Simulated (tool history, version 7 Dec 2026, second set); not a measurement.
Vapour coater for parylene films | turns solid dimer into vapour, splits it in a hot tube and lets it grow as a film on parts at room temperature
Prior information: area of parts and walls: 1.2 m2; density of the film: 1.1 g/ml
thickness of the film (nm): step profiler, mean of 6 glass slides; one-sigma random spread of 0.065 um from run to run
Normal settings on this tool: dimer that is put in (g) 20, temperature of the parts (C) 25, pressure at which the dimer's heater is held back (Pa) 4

run,hour,dimer that is put in (g),temperature of the parts (C),pressure at which the dimer's heater is held back (Pa),thickness of the film (nm)
1,0,20,25,4,7630
2,32.3,20,25,4,7740
3,63.8,20,36,4,5060
4,86.2,20,36,4,5140
5,125,20,36,4,5060
6,149.3,20,36,4,5080
7,171.8,20,25,4,7560
8,211.4,20,25,4,7690
9,248.9,20,25,4,7620
10,273.8,20,25,4,7600
11,304,15,33,4,4270
12,324.3,15,33,4,4220
13,354.5,32,24,3.85,12870
14,373.2,22,25,7.59,7290
15,397.3,22,25,7.59,7190
16,431.3,25,25,2.68,10710
17,463,10,25,2.78,4230
18,489.5,10,25,4,3820
19,528.9,14,29,2.52,5100
20,556.2,14,29,2.52,5180

Branching from run 20: 4 alternative next runs. What would each branch give?
A,577.6,11,29,6.27,?
B,577.6,21,34,4.34,?
C,577.6,9,30,2.81,?
D,577.6,12,23,3.45,?

run,thickness of the film (nm)
A,3250
B,5620
C,3130
D,5150
Take away the tool's hidden state, keep each run's random variation, and the runs would have read:
run,thickness of the film (nm)
A,3270
B,5650
C,3150
D,5180
